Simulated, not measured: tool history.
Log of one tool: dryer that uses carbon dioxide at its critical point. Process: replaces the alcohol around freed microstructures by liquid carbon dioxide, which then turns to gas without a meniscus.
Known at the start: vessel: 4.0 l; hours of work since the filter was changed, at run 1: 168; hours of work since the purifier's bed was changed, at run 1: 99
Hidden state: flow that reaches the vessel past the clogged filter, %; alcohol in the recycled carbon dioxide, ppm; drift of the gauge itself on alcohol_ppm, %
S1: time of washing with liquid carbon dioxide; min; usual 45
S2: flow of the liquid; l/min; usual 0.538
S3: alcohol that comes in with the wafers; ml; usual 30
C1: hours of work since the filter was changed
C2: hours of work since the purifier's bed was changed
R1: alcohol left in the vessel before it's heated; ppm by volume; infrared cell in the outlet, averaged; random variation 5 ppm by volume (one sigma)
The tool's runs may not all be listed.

run   hour  S1     S2   S3   C1   C2   R1
  1      0  45  0.538   30  168   99   71
  2    4.8  45  0.538   72  170  101  105
  3   13.3  45  0.538   72  174  105  107
  4   20.5  45  0.538   72  177  108  103
  5   24.3  45  0.538   72  178  110   98
  6   30.3  29  0.538   30  181  112  258
  7     39  44  0.538   30  185  116   66
  8   44.4  44  0.538   30  187  118   71
  9   48.7  44  0.538   30  189  120   70
 10     56  44  0.538   30  192  124   72
 11   61.9  45  0.538   30  195  126   61
 12   69.2  45  0.538   30  198  129   74
 13   74.5  45  0.538   30  200  132   71
 14   80.6  28  0.538   30  203  134  291
 15   88.2  45  0.538   30  206  138   77
 16     94  45  0.538   30  209  140   67
 17  101.2  45  0.538   30  212  143   76
 18  108.5  45  0.538   27  215  146   68
 19  115.9  45  0.538   27  218  150   61
 20  120.7  56  0.538   96  220  152   64
 21  128.1  56  0.538   96  224  155   71
 22  133.7  47  0.538   87  226  157  115
 23  137.7  46  0.829   30  228  159   42
 24  141.4  47  0.538   64  230  161   96
 25  148.4  53  0.404   43  233  164  119
 26  155.5  61  0.449   72  236  167   86
 27  163.5  28  0.538   30  239  170  298
 28  170.9  28  0.538   30  242  174  292
 29  179.1  28  0.538   30  246  177  312
 30    183  45   0.46   29  248  179  118
 31  191.1  45   0.46   29  251  182  114
 32  197.3  45   0.46   29  254  185  113
 33  200.9  35  0.424   61  255  187  574
 34    205  38  0.574   42  257  188  144
 35  212.8  38  0.388   92  261  192  852
 36    221  56  0.798   30  264  195   56
 37  228.4  56  0.798   41  267  199   56
 38  234.7  32  0.538  117  270  201  690

5 ways to go on from here, each from the tool as it stands after run 38. What would each give?
  A  239.8  45  0.538   48  272  204   ?
  B  239.8  31  0.538   30  272  204   ?
  C  239.8  32  0.405  117  272  204   ?
  D  239.8  31  0.718   30  272  204   ?
  E  239.8  28  0.538   50  272  204   ?

run    R1
  A   115
  B   241
  C  1618
  D   103
  E   495
Without the tool's hidden state the same runs would have given:
run    R1
  A    52
  B   164
  C  1398
  D    41
  E   390
